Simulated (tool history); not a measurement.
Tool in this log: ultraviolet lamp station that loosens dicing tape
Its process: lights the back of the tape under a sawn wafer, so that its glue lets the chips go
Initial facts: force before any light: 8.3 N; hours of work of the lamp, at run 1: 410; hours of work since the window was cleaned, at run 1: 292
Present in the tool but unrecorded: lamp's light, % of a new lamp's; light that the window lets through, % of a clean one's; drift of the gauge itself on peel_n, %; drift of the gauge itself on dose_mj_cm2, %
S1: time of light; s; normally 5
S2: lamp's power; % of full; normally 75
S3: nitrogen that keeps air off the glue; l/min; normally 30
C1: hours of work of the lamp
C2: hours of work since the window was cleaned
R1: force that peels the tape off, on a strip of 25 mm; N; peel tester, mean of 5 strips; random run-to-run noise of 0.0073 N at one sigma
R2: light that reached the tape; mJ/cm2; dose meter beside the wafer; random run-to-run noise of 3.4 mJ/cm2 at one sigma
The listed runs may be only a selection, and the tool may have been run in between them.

run	hour	S1	S2	S3	C1	C2	R1	R2
1	0.0	5	75	30	410	292	0.406	435
2	22.7	5	75	30	424	306	0.411	430
3	33.6	5	75	30	430	312	0.414	425
4	47.0	5	75	30	438	320	0.424	425
5	59.1	5	75	30	445	328	0.432	426
6	75.3	5	75	30	455	337	0.441	424
7	88.1	5	75	30	463	345	0.414	418
8	98.9	5	75	30	469	351	0.437	417
9	118.7	5	91	30	481	363	0.304	507
10	132.4	5	91	30	489	371	0.298	499
11	151.0	5	91	30	500	382	0.313	496
12	167.2	5	91	30	510	392	0.325	497
13	186.2	5	75	30	521	403	0.485	407
14	204.2	5	75	30	532	414	0.485	406
15	217.5	5	75	30	540	422	0.473	398
# hour 220.2: window cleaned of glue's vapour
16	232.3	5	75	30	548	7	0.569	369
17	244.5	5	75	30	556	15	0.617	365
18	264.7	5	75	30	568	27	0.599	364
19	275.2	5	75	30	574	33	0.605	356
20	285.5	5	75	30	580	39	0.641	355
21	304.0	5	75	30	591	50	0.624	357
22	323.5	5	75	30	603	62	0.641	348
# hour 343.6: window cleaned of glue's vapour, once more
23	346.2	7	69	30	616	2	0.246	572
24	367.9	4	69	30	629	15	0.747	326
25	388.2	5	68	24	641	27	0.584	396
26	400.0	5	91	30	648	34	0.275	528
27	410.6	5	91	30	654	40	0.285	532
28	433.3	6	70	50	668	54	0.235	489
29	445.8	6	70	50	675	61	0.231	480
30	468.0	7	75	31	689	74	0.217	599
31	489.1	5	61	11	701	87	1.544	340
32	507.7	2	92	48	712	98	1.237	208
33	518.1	2	92	48	718	104	1.291	210
34	536.1	3	79	44	729	115	0.856	265
35	554.5	3	75	18	740	126	1.781	248
36	572.5	5	70	30	751	137	0.533	385
37	582.5	5	70	30	757	143	0.532	382
38	595.9	10	84	41	765	151	0.164	914
39	616.9	3	75	30	777	163	1.348	243
40	638.4	5	88	13	790	176	0.742	465
41	657.8	3	88	13	802	187	1.856	284
42	675.6	2	70	17	812	198	3.394	148
43	688.6	2	83	17	820	206	2.896	173
44	709.5	6	83	42	833	218	0.234	516

Table of differences, measured result less the result of that run with no hidden state. Run-to-run variation is the same in both. Gauge scatter possibly is not:
run	R1	R2
1	+0.142	-104
2	+0.142	-109
3	+0.147	-110
4	+0.156	-113
5	+0.159	-115
6	+0.165	-117
7	+0.160	-119
8	+0.170	-119
9	+0.098	-149
10	+0.098	-152
11	+0.105	-156
12	+0.110	-160
13	+0.207	-135
14	+0.211	-138
15	+0.213	-138
16	+0.313	-175
17	+0.339	-177
18	+0.340	-180
19	+0.341	-180
20	+0.355	-181
21	+0.360	-185
22	+0.368	-189
23	+0.049	-120
24	+0.256	-71
25	+0.205	-91
26	+0.071	-123
27	+0.073	-125
28	+0.051	-120
29	+0.050	-122
30	+0.043	-157
31	+0.536	-94
32	+0.463	-58
33	+0.490	-59
34	+0.357	-78
35	+0.632	-75
36	+0.230	-122
37	+0.234	-122
38	+0.002	-299
39	+0.574	-82
40	+0.348	-163
41	+0.735	-100
42	+0.943	-54
43	+0.929	-65
44	+0.060	-199

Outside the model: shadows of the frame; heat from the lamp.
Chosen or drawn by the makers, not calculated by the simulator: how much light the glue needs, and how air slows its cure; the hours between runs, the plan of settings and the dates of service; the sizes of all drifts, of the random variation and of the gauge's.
